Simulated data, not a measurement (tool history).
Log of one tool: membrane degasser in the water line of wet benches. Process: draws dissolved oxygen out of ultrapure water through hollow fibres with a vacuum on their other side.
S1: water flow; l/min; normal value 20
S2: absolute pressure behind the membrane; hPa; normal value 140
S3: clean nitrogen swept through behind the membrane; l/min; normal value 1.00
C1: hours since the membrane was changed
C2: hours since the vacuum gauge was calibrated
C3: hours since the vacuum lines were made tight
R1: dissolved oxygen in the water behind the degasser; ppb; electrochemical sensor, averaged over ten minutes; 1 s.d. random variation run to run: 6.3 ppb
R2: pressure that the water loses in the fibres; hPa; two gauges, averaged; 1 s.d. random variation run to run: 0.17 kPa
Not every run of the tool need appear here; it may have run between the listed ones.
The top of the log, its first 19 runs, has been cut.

run      day  S1   S2    S3    C1    C2    C3      R1     R2
 20   59.917  23   88  1.08  5766  2207  4711   507.1  310.4
 21   63.379  26  129  2.88  5849  2290  4794   523.9  348.5
 22   67.308  24  197  1.61  5943  2384  4888   781.2  321.4
 23   71.804  13  197  2.30  6051  2492  4996   271.3  172.9
 24   74.117  13  100  0.99  6107  2548  5052   262.9  176.1
 25   77.042  27  122  0.60  6177  2618  5122  1050.7  359.2
 26   79.658  26  140  2.12  6240  2681  5185   615.9  347.2
 27   83.671  13  140  1.68  6336  2777  5281   254.3  174.8
 28   86.388  13  140  1.68  6401  2842  5346   252.0  173.7
 29   90.579  20  140  2.02  6502  2943  5447   431.1  268.5
 30   92.608  20  140  2.02  6550  2992  5496   430.0  269.1
 31   96.825  20  140  2.02  6652  3093  5597   418.4  263.6
 32  100.362  20  140  2.02  6736  3178  5682   431.3  266.9

Alternative continuations, all from the tool just after run 32; predict every row:
  A  104.475  30  197  1.64  6835  3276  5780   ?   ?
  B  104.475  17  261  0.45  6835  3276  5780   ?   ?
  C  104.475  20  268  0.41  6835  3276  5780   ?   ?

run      R1     R2
  A  1022.8  401.0
  B  1565.3  227.6
  C  1938.1  266.4
What these runs would have given with no unlogged condition in the tool:
run      R1     R2
  A  1021.6  400.6
  B  1564.7  227.4
  C  1937.5  266.1
